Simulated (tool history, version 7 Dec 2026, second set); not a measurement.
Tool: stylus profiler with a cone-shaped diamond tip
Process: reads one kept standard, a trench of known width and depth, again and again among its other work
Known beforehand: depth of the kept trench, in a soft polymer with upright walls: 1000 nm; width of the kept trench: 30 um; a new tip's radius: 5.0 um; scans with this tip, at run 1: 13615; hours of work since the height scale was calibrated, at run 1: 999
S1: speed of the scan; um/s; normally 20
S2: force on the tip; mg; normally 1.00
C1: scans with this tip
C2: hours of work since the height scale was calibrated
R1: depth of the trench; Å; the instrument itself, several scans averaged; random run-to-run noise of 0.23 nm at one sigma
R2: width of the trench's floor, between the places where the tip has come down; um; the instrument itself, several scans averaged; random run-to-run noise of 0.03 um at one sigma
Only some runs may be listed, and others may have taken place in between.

run	day	S1	S2	C1	C2	R1	R2
1	0.000	20	1.00	13615	999	10113.7	21.63
2	1.142	20	1.00	13807	1013	10112.0	21.64
3	2.921	31	1.00	14105	1035	10111.3	21.41
4	5.179	31	2.55	14484	1063	10189.0	21.54
5	7.517	31	2.55	14876	1092	10192.6	21.51
6	9.288	20	0.51	15173	1114	10083.0	21.35
7	11.708	20	0.51	15579	1144	10085.6	21.31
8	13.983	20	0.37	15961	1172	10071.9	21.16
9	16.362	11	0.37	16360	1201	10073.1	21.30
10	18.512	20	1.00	16720	1227	10118.8	21.22
11	21.125	20	1.00	17159	1259	10117.7	21.16
12	23.142	20	1.73	17497	1284	10160.8	21.15
13	24.979	20	1.73	17805	1307	10154.7	21.12
14	27.075	20	1.00	18157	1333	10125.3	20.97
15	28.554	20	1.00	18405	1351	10124.2	20.98
16	30.212	20	1.00	18683	1371	10124.0	20.93
17	31.929	20	1.00	18971	1392	10123.1	20.97
18	34.258	20	1.00	19362	1421	10120.8	20.83
# day 36.158: new tip fitted, height scale calibrated
19	36.700	20	1.00	91	7	10086.1	23.96
20	39.088	20	1.02	492	36	10086.7	23.83
21	40.529	20	1.00	734	54	10085.6	23.73
22	42.275	20	1.00	1026	75	10093.3	23.74
23	44.662	20	1.00	1427	105	10089.5	23.63
24	46.800	50	1.15	1785	131	10096.1	23.31
# day 46.950: height scale calibrated on a step standard
25	48.867	50	1.15	2129	24	10098.9	23.29
26	50.575	50	1.15	2415	45	10099.5	23.22
27	53.133	26	0.42	2844	76	10054.9	23.19
28	54.304	26	0.42	3041	91	10051.3	23.14
29	56.304	24	0.41	3376	115	10052.7	23.07
30	58.879	8	0.63	3808	147	10068.7	23.33
31	60.717	37	0.50	4116	169	10059.1	22.80
# day 61.483: height scale calibrated on a step standard, once more
32	62.971	53	0.91	4491	18	10084.9	22.67
33	64.512	54	0.64	4749	37	10068.2	22.55
34	66.779	23	0.71	5130	65	10072.6	22.90
35	67.988	6	0.49	5332	80	10059.1	23.03
36	70.579	6	1.27	5767	112	10108.5	22.97
37	72.962	5	0.34	6167	141	10046.7	22.88
38	75.608	5	0.34	6611	174	10049.2	22.81
39	77.258	58	0.46	6888	194	10061.7	22.05
40	78.625	58	0.46	7116	211	10061.1	21.96
41	80.383	58	0.46	7411	233	10058.8	21.94
42	82.075	10	2.62	7695	254	10175.2	22.55
43	83.425	13	2.98	7922	270	10191.8	22.58
44	85.225	9	2.22	8223	292	10156.6	22.55
45	87.783	9	2.22	8653	324	10160.4	22.46

Forecast each of these 5 alternatives for the next run:
A	89.083	30	2.00	8871	340	?	?
B	89.083	17	0.61	8871	340	?	?
C	89.083	13	0.44	8871	340	?	?
D	89.083	26	0.67	8871	340	?	?
E	89.083	48	0.95	8871	340	?	?

run	R1	R2
A	10148.4	22.36
B	10076.0	22.35
C	10058.4	22.34
D	10075.8	22.19
E	10093.1	22.02
Stripped of hidden state, with their random variation kept, the same runs would have yielded:
run	R1	R2
A	10138.9	23.85
B	10066.6	23.84
C	10049.0	23.83
D	10066.4	23.68
E	10083.6	23.52
